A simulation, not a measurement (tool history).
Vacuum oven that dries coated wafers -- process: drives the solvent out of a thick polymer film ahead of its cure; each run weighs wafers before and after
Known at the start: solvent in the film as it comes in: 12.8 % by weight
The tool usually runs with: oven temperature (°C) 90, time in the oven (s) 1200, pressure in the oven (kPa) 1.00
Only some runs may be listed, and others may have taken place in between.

run,day,oven temperature (°C),time in the oven (s),pressure in the oven (kPa),solvent left in the film (%)
1,0.000,90,1200,1.00,1.34
2,0.429,90,1200,1.00,1.34
3,0.846,90,1200,1.00,1.35
4,1.225,90,1200,0.54,1.17
5,1.500,90,1200,1.27,1.44
6,1.708,90,1200,1.27,1.46
7,1.958,90,1200,1.27,1.45
8,2.383,90,1200,1.27,1.42
9,2.738,90,1200,1.69,1.61
# day 2.825: vacuum gauge cleaned of residue and calibrated
10,3.167,90,1200,1.54,1.55
11,3.571,83,1200,1.00,2.87
12,4.067,83,1200,1.00,2.87
13,4.458,100,660,1.00,1.06
14,4.775,100,660,1.00,1.09
15,5.050,100,660,1.00,1.09
# day 5.246: vacuum gauge cleaned of residue and calibrated, once more
16,5.600,87,1200,0.77,1.78
17,5.879,87,1200,0.77,1.78
18,6.362,102,960,2.77,0.86
19,6.788,90,1200,0.54,1.14
20,7.225,90,1320,1.92,1.47
21,7.517,90,1320,1.92,1.48

What if the next run were any one of these 4? Each begins from the tool's condition after run 21:
A,7.992,90,1320,0.81,?
B,7.992,94,1320,3.14,?
C,7.992,101,1320,1.42,?
D,7.992,88,1200,0.86,?

run,solvent left in the film (%)
A,1.05
B,1.40
C,0.42
D,1.64
Take away the tool's hidden state, keep each run's random variation, and the runs would have read:
run,solvent left in the film (%)
A,1.30
B,1.60
C,0.47
D,1.97

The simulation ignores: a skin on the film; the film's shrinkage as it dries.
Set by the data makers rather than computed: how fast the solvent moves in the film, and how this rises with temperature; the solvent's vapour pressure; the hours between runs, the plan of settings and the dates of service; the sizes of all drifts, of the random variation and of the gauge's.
